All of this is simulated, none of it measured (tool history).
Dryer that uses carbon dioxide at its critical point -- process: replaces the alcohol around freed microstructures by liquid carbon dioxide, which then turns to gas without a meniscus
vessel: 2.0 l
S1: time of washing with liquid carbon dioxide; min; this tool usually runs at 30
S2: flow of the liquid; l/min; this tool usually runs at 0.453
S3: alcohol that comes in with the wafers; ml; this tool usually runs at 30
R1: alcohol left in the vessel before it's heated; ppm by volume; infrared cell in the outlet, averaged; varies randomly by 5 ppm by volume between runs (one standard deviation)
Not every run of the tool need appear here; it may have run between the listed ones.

| run | day | S1 | S2 | S3 | R1 |
|---|---|---|---|---|---|
| 1 | 0.000 | 30 | 0.453 | 30 | 51 |
| 2 | 0.392 | 30 | 0.453 | 30 | 57 |
| 3 | 0.600 | 30 | 0.453 | 43 | 73 |
| 4 | 0.825 | 30 | 0.453 | 33 | 55 |
| 5 | 1.288 | 30 | 0.453 | 39 | 64 |
| 6 | 1.712 | 19 | 0.453 | 30 | 343 |
| 7 | 2.175 | 19 | 0.453 | 30 | 341 |
| 8 | 2.533 | 30 | 0.579 | 30 | 32 |
| 9 | 2.754 | 30 | 0.380 | 30 | 119 |
| 10 | 3.142 | 30 | 0.380 | 30 | 117 |
| 11 | 3.375 | 30 | 0.380 | 30 | 115 |
| 12 | 3.862 | 30 | 0.380 | 30 | 123 |
| 13 | 4.079 | 24 | 0.631 | 30 | 51 |

Predict each of these 4 candidate next runs independently; none follows another, all start after run 13:
| A | 4.488 | 30 | 0.366 | 25 | ? |
| B | 4.488 | 45 | 0.453 | 30 | ? |
| C | 4.488 | 31 | 0.313 | 30 | ? |
| D | 4.488 | 20 | 0.453 | 66 | ? |

| run | R1 |
|---|---|
| A | 117 |
| B | 18 |
| C | 226 |
| D | 616 |
With the hidden condition removed and each run's random variation left untouched, the same runs would have given:
| run | R1 |
|---|---|
| A | 91 |
| B | 0 |
| C | 195 |
| D | 563 |

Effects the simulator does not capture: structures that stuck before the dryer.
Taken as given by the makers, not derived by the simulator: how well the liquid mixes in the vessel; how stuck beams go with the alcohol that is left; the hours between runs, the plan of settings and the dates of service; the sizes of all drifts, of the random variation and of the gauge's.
